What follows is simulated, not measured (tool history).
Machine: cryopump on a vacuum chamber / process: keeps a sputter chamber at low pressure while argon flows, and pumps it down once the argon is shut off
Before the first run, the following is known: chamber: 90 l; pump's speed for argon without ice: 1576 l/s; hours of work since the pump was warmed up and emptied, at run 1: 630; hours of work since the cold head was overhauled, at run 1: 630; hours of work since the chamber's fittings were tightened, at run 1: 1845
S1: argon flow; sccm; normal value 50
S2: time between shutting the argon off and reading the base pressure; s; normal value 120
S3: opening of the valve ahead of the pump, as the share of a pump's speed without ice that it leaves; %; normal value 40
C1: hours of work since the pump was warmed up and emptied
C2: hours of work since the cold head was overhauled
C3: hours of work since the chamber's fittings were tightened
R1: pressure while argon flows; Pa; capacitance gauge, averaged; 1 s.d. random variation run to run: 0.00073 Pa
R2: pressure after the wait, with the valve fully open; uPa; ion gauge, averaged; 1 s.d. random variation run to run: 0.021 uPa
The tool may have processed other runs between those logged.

{"run": 1, "day": 0.0, "S1": 50, "S2": 120, "S3": 40, "C1": 630, "C2": 630, "C3": 1845, "R1": 0.1414, "R2": 1.36}
{"run": 2, "day": 0.812, "S1": 50, "S2": 120, "S3": 40, "C1": 642, "C2": 642, "C3": 1858, "R1": 0.1418, "R2": 1.33}
{"run": 3, "day": 1.333, "S1": 50, "S2": 120, "S3": 32, "C1": 651, "C2": 651, "C3": 1866, "R1": 0.1746, "R2": 1.4}
{"run": 4, "day": 2.275, "S1": 50, "S2": 120, "S3": 32, "C1": 665, "C2": 665, "C3": 1881, "R1": 0.1755, "R2": 1.39}
{"run": 5, "day": 3.004, "S1": 50, "S2": 257, "S3": 40, "C1": 676, "C2": 676, "C3": 1892, "R1": 0.1424, "R2": 1.25}
{"run": 6, "day": 3.842, "S1": 50, "S2": 120, "S3": 40, "C1": 689, "C2": 689, "C3": 1905, "R1": 0.1421, "R2": 1.43}
{"run": 7, "day": 4.679, "S1": 21, "S2": 120, "S3": 40, "C1": 702, "C2": 702, "C3": 1918, "R1": 0.0596, "R2": 1.38}
{"run": 8, "day": 5.538, "S1": 50, "S2": 120, "S3": 40, "C1": 715, "C2": 715, "C3": 1931, "R1": 0.1436, "R2": 1.37}
{"run": 9, "day": 6.517, "S1": 50, "S2": 120, "S3": 40, "C1": 730, "C2": 730, "C3": 1946, "R1": 0.1427, "R2": 1.43}
{"run": 10, "day": 7.75, "S1": 50, "S2": 120, "S3": 34, "C1": 749, "C2": 749, "C3": 1965, "R1": 0.1666, "R2": 1.49}
{"run": 11, "day": 8.888, "S1": 50, "S2": 120, "S3": 34, "C1": 767, "C2": 767, "C3": 1983, "R1": 0.1666, "R2": 1.4}
{"run": 12, "day": 9.654, "S1": 50, "S2": 120, "S3": 34, "C1": 779, "C2": 779, "C3": 1994, "R1": 0.1668, "R2": 1.48}
{"run": 13, "day": 10.733, "S1": 50, "S2": 120, "S3": 34, "C1": 795, "C2": 795, "C3": 2011, "R1": 0.166, "R2": 1.45}
{"run": 14, "day": 11.546, "S1": 50, "S2": 120, "S3": 34, "C1": 808, "C2": 808, "C3": 2024, "R1": 0.167, "R2": 1.52}
{"run": 15, "day": 12.171, "S1": 50, "S2": 120, "S3": 34, "C1": 818, "C2": 818, "C3": 2033, "R1": 0.1682, "R2": 1.52}
{"run": 16, "day": 13.171, "S1": 58, "S2": 58, "S3": 34, "C1": 833, "C2": 833, "C3": 2049, "R1": 0.1938, "R2": 1.72}
{"run": 17, "day": 14.108, "S1": 58, "S2": 58, "S3": 34, "C1": 848, "C2": 848, "C3": 2063, "R1": 0.195, "R2": 1.79}
{"run": 18, "day": 14.812, "S1": 91, "S2": 51, "S3": 40, "C1": 858, "C2": 858, "C3": 2074, "R1": 0.2646, "R2": 1.87}
{"run": 19, "day": 16.029, "S1": 86, "S2": 120, "S3": 43, "C1": 877, "C2": 877, "C3": 2093, "R1": 0.2321, "R2": 1.53}
{"run": 20, "day": 16.629, "S1": 24, "S2": 282, "S3": 45, "C1": 886, "C2": 886, "C3": 2102, "R1": 0.0619, "R2": 1.39}
{"run": 21, "day": 17.304, "S1": 50, "S2": 120, "S3": 60, "C1": 897, "C2": 897, "C3": 2112, "R1": 0.1009, "R2": 1.57}
{"run": 22, "day": 18.208, "S1": 22, "S2": 24, "S3": 60, "C1": 911, "C2": 911, "C3": 2126, "R1": 0.0434, "R2": 2.64}
{"run": 23, "day": 19.108, "S1": 93, "S2": 120, "S3": 59, "C1": 925, "C2": 925, "C3": 2140, "R1": 0.1888, "R2": 1.55}
{"run": 24, "day": 19.683, "S1": 93, "S2": 120, "S3": 41, "C1": 934, "C2": 934, "C3": 2149, "R1": 0.2636, "R2": 1.52}
{"run": 25, "day": 20.458, "S1": 93, "S2": 120, "S3": 41, "C1": 945, "C2": 945, "C3": 2161, "R1": 0.2672, "R2": 1.56}
{"run": 26, "day": 21.554, "S1": 44, "S2": 27, "S3": 41, "C1": 962, "C2": 962, "C3": 2178, "R1": 0.1252, "R2": 2.56}
{"run": 27, "day": 22.671, "S1": 66, "S2": 148, "S3": 28, "C1": 980, "C2": 980, "C3": 2195, "R1": 0.2664, "R2": 1.55}
{"run": 28, "day": 23.221, "S1": 66, "S2": 148, "S3": 28, "C1": 988, "C2": 988, "C3": 2204, "R1": 0.2692, "R2": 1.59}
{"run": 29, "day": 23.833, "S1": 88, "S2": 31, "S3": 31, "C1": 997, "C2": 997, "C3": 2213, "R1": 0.3261, "R2": 2.36}

Hidden state or all else? Some run-to-run changes of R1, split into what the settings, what came in and random variation would give without the hidden state, and what is left for the hidden state (with any gauge scatter that isn't in both results):
The tool's hidden condition here consists of: pump's speed, % of a pump's without ice; cold plate's temperature, K; leak into the chamber, uPa l/s; drift of the gauge itself on working_pa, %; drift of the gauge itself on base_upa, %.
Run 19 -> 20: S1 86 -> 24, S2 120 -> 282, S3 43 -> 45. R1 -0.1702 Pa: hidden state -0.0131, all else -0.1571.
Run 22 -> 23: S1 22 -> 93, S2 24 -> 120, S3 60 -> 59. R1 +0.1454 Pa: hidden state +0.0158, all else +0.1296.
